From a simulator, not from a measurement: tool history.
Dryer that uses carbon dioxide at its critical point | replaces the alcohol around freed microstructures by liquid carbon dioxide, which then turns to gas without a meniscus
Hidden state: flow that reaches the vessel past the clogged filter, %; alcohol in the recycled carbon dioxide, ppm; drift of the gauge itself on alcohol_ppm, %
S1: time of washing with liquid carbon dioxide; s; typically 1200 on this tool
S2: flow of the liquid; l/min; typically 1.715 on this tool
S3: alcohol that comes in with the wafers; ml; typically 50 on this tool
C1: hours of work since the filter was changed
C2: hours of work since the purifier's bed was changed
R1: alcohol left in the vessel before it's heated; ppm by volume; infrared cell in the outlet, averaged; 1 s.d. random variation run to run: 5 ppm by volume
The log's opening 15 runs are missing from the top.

run 16 hour=111 | S1=1200 S2=1.715 S3=35 | C1=94 C2=192 | R1=59
run 17 hour=117.7 | S1=1200 S2=1.715 S3=35 | C1=98 C2=196 | R1=55
run 18 hour=126.3 | S1=1200 S2=1.715 S3=35 | C1=103 C2=200 | R1=68
run 19 hour=134.3 | S1=1200 S2=1.715 S3=35 | C1=107 C2=205 | R1=71
run 20 hour=139.7 | S1=1200 S2=1.87 S3=35 | C1=110 C2=208 | R1=66
run 21 hour=146.7 | S1=1140 S2=1.87 S3=35 | C1=114 C2=211 | R1=68
run 22 hour=155.9 | S1=1680 S2=1.42 S3=23 | C1=119 C2=216 | R1=61
run 23 hour=164 | S1=780 S2=1.715 S3=50 | C1=123 C2=221 | R1=131
run 24 hour=172.7 | S1=1440 S2=1.47 S3=31 | C1=128 C2=225 | R1=59
run 25 hour=182.1 | S1=1440 S2=1.47 S3=31 | C1=133 C2=230 | R1=72
run 26 hour=188.7 | S1=900 S2=1.96 S3=31 | C1=136 C2=234 | R1=81
run 27 hour=198.5 | S1=1200 S2=1.96 S3=31 | C1=141 C2=239 | R1=70
run 28 hour=203.9 | S1=1200 S2=1.96 S3=31 | C1=144 C2=242 | R1=86
run 29 hour=212.6 | S1=1500 S2=2.52 S3=70 | C1=149 C2=247 | R1=73
run 30 hour=217.5 | S1=1560 S2=2.68 S3=50 | C1=152 C2=249 | R1=69
run 31 hour=227 | S1=1560 S2=2.68 S3=50 | C1=157 C2=254 | R1=77
run 32 hour=232.3 | S1=1560 S2=2.68 S3=50 | C1=160 C2=257 | R1=75

Run 33 has not been measured yet. What should we expect?
run 33 hour=236.4 | S1=1860 S2=2.25 S3=49 | C1=162 C2=260 | R1=?

R1: 77 ppm by volume
With the hidden condition absent and the run-to-run variation left alone, this run would have shown R1 4 ppm by volume.
